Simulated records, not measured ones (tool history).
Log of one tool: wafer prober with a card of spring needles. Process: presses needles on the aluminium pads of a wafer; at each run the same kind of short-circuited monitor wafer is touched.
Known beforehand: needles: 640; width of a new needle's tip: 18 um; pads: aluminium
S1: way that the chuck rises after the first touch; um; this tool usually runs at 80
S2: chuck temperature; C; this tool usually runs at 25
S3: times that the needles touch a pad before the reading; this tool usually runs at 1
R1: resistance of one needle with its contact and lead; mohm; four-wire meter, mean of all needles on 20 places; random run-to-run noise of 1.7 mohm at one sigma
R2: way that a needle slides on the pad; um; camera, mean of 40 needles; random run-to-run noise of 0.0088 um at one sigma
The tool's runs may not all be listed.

run   hour  S1   S2  S3   R1      R2
  1      0  80   25   1  254  20.418
       1.2  -- height of the first contact set anew
         4  -- tips cleaned on abrasive film
  2   11.6  80   25   1  256  20.378
      15.3  -- tips cleaned on abrasive film
      26.1  -- tips cleaned on abrasive film
  3     27  80   25   1  204  20.333
      37.8  -- tips cleaned on abrasive film
  4   38.7  80   46   1  208  20.337
        49  -- tips cleaned on abrasive film
  5     52  80   35   1  236   20.32
      60.3  -- tips cleaned on abrasive film
  6   65.4  80   35   1  248  20.303
      71.7  -- tips cleaned on abrasive film
  7   72.9  80   35   1  213   20.29
      78.8  -- height of the first contact set anew, once more
      82.7  -- tips cleaned on abrasive film
  8   87.4  80   35   1  239  20.543
      93.7  -- tips cleaned on abrasive film
  9   99.6  80   25   1  251  20.523
     104.5  -- tips cleaned on abrasive film
 10  112.6  80   25   1  255  20.525
     116.2  -- tips cleaned on abrasive film
 11  122.6  80   25   1  246  20.494
     127.3  -- tips cleaned on abrasive film
 12    134  80   25   1  253  20.459
     138.4  -- tips cleaned on abrasive film
 13  140.4  65   25   1  243  16.623
 14  148.5  65   25   1  303  16.605
     149.4  -- tips cleaned on abrasive film
     160.5  -- tips cleaned on abrasive film
 15  163.2  65   25   2  224  16.583
     171.6  -- tips cleaned on abrasive film
 16  173.5  65   25   2  215  16.572
     182.6  -- tips cleaned on abrasive film
 17  185.8  78   25   1  235  19.921
     193.4  -- tips cleaned on abrasive film
 18    199  65   33   1  289   16.56
     205.1  -- tips cleaned on abrasive film
 19  207.1  65   33   1  244  16.546
     216.5  -- tips cleaned on abrasive film
     218.8  -- height of the first contact set anew
 20  218.8  62   42   1  249   15.94
     227.8  -- tips cleaned on abrasive film
 21  232.1  69   25   1  264  17.716
     239.4  -- tips cleaned on abrasive film
 22  245.6  81   25   1  249  20.799
     250.4  -- tips cleaned on abrasive film
 23  259.1  80   36   2  229  20.516
       262  -- tips cleaned on abrasive film
 24  267.2  71   25   1  259  18.193
     272.7  -- tips cleaned on abrasive film
 25  280.4  64   70   2  260  16.381
     284.1  -- tips cleaned on abrasive film
 26  287.2  63   64   2  242   16.11
       295  -- tips cleaned on abrasive film
 27  301.3  71  119   2  247   18.15
     306.1  -- tips cleaned on abrasive film
 28    315  71  119   2  259  18.138
     317.1  -- tips cleaned on abrasive film
 29  323.5  71  119   2  252  18.145
     327.8  -- tips cleaned on abrasive film
 30  336.2  71  119   2  254  18.114
     339.1  -- tips cleaned on abrasive film
 31  342.5  80   79   2  230  20.424

Below are 5 alternative next runs, each starting from the tool's condition after run 31. Predict each:
     350.7  -- tips cleaned on abrasive film
  A  352.6  80  79   3   ?   ?
     350.7  -- tips cleaned on abrasive film
  B  352.6  80  30   1   ?   ?
     350.7  -- tips cleaned on abrasive film
  C  352.6  75  44   2   ?   ?
     350.7  -- tips cleaned on abrasive film
  D  352.6  80  25   2   ?   ?
     350.7  -- tips cleaned on abrasive film
  E  352.6  72  72   1   ?   ?

run   R1      R2
  A  207  20.393
  B  221  20.393
  C  208  19.129
  D  202  20.391
  E  235  18.355
Stripped of hidden state, with their random variation kept, the same runs would have yielded:
run   R1      R2
  A  193  20.548
  B  182  20.547
  C  182  19.284
  D  178  20.546
  E  190   18.51
